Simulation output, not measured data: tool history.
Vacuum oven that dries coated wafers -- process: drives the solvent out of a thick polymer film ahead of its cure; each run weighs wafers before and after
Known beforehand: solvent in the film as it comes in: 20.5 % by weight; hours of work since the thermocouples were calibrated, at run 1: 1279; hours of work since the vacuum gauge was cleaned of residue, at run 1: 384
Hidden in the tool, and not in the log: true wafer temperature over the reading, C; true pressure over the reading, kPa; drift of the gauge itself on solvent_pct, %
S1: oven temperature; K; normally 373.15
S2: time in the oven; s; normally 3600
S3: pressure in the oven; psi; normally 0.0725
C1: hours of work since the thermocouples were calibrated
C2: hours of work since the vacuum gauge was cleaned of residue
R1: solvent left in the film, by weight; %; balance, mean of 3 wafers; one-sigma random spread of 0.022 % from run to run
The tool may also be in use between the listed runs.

{"run": 1, "day": 0.0, "S1": 373.15, "S2": 3600, "S3": 0.0725, "C1": 1279, "C2": 384, "R1": 1.35}
{"run": 2, "day": 0.921, "S1": 373.15, "S2": 3600, "S3": 0.0725, "C1": 1294, "C2": 399, "R1": 1.34}
{"run": 3, "day": 1.421, "S1": 373.15, "S2": 3600, "S3": 0.0725, "C1": 1302, "C2": 407, "R1": 1.41}
{"run": 4, "day": 1.883, "S1": 373.15, "S2": 3600, "S3": 0.0725, "C1": 1309, "C2": 414, "R1": 1.36}
{"run": 5, "day": 2.379, "S1": 373.15, "S2": 3600, "S3": 0.0725, "C1": 1317, "C2": 422, "R1": 1.34}
{"run": 6, "day": 2.9, "S1": 361.15, "S2": 3600, "S3": 0.0725, "C1": 1325, "C2": 430, "R1": 5.27}
{"run": 7, "day": 3.896, "S1": 387.15, "S2": 3600, "S3": 0.0725, "C1": 1341, "C2": 446, "R1": 0.37}
{"run": 8, "day": 4.304, "S1": 387.15, "S2": 3600, "S3": 0.0725, "C1": 1348, "C2": 453, "R1": 0.37}
{"run": 9, "day": 5.075, "S1": 381.15, "S2": 2400, "S3": 0.0725, "C1": 1360, "C2": 465, "R1": 0.97}
{"run": 10, "day": 5.912, "S1": 373.15, "S2": 2280, "S3": 0.1002, "C1": 1373, "C2": 478, "R1": 3.1}
{"run": 11, "day": 6.65, "S1": 376.15, "S2": 3600, "S3": 0.1298, "C1": 1385, "C2": 490, "R1": 1.19}

Forecast each of these 4 alternatives for the next run:
{"run": "A", "day": 7.083, "S1": 385.15, "S2": 3840, "S3": 0.0464, "C1": 1392, "C2": 497, "R1": "?"}
{"run": "B", "day": 7.083, "S1": 376.15, "S2": 5160, "S3": 0.1298, "C1": 1392, "C2": 497, "R1": "?"}
{"run": "C", "day": 7.083, "S1": 359.15, "S2": 4020, "S3": 0.0425, "C1": 1392, "C2": 497, "R1": "?"}
{"run": "D", "day": 7.083, "S1": 373.15, "S2": 5280, "S3": 0.0725, "C1": 1392, "C2": 497, "R1": "?"}

run=A R1=0.27
run=B R1=0.92
run=C R1=5.17
run=D R1=0.75
Had the tool no hidden state, the same runs would have come out as:
run=A R1=0.26
run=B R1=1.03
run=C R1=6.36
run=D R1=0.94

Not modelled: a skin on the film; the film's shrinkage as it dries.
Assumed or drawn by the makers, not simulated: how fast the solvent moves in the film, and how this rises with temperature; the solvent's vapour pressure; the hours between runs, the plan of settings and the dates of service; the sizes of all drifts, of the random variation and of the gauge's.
